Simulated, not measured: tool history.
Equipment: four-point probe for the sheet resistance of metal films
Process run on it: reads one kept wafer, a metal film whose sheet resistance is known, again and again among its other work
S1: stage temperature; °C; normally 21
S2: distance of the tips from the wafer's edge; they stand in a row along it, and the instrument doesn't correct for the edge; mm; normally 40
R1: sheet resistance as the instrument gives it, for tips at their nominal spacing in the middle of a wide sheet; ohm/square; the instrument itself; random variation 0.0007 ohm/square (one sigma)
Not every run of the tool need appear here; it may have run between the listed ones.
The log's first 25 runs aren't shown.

run 26 hour=347.9 | S1=21 S2=20 | R1=3.511360
run 27 hour=364.0 | S1=30 S2=13 | R1=3.526960
run 28 hour=373.7 | S1=21 S2=40 | R1=3.508212
run 29 hour=393.2 | S1=35 S2=72 | R1=3.520304
run 30 hour=408.4 | S1=31 S2=52 | R1=3.515772
run 31 hour=419.6 | S1=31 S2=46 | R1=3.517291
run 32 hour=433.3 | S1=31 S2=46 | R1=3.517311
run 33 hour=450.8 | S1=21 S2=70 | R1=3.507542
run 34 hour=466.3 | S1=23 S2=7 | R1=3.547688
run 35 hour=477.4 | S1=19 S2=39 | R1=3.507211
run 36 hour=488.9 | S1=19 S2=17 | R1=3.513026
run 37 hour=497.4 | S1=19 S2=17 | R1=3.512648
run 38 hour=509.4 | S1=20 S2=74 | R1=3.507387
run 39 hour=521.1 | S1=20 S2=74 | R1=3.506400
run 40 hour=535.6 | S1=22 S2=13 | R1=3.519728
run 41 hour=549.2 | S1=30 S2=6 | R1=3.565890
run 42 hour=558.5 | S1=30 S2=6 | R1=3.566169
run 43 hour=569.6 | S1=27 S2=11 | R1=3.527990
run 44 hour=588.0 | S1=29 S2=19 | R1=3.519870

4 ways to go on from here, each from the tool as it stands after run 44. What would each give?
run A hour=597.8 | S1=28 S2=6 | R1=?
run B hour=597.8 | S1=26 S2=49 | R1=?
run C hour=597.8 | S1=21 S2=11 | R1=?
run D hour=597.8 | S1=35 S2=40 | R1=?

run=A R1=3.565531
run=B R1=3.511977
run=C R1=3.521991
run=D R1=3.519685
The same runs, with their run-to-run variation unchanged, on a tool lacking any hidden condition would have given:
run=A R1=3.560650
run=B R1=3.507152
run=C R1=3.517116
run=D R1=3.514913
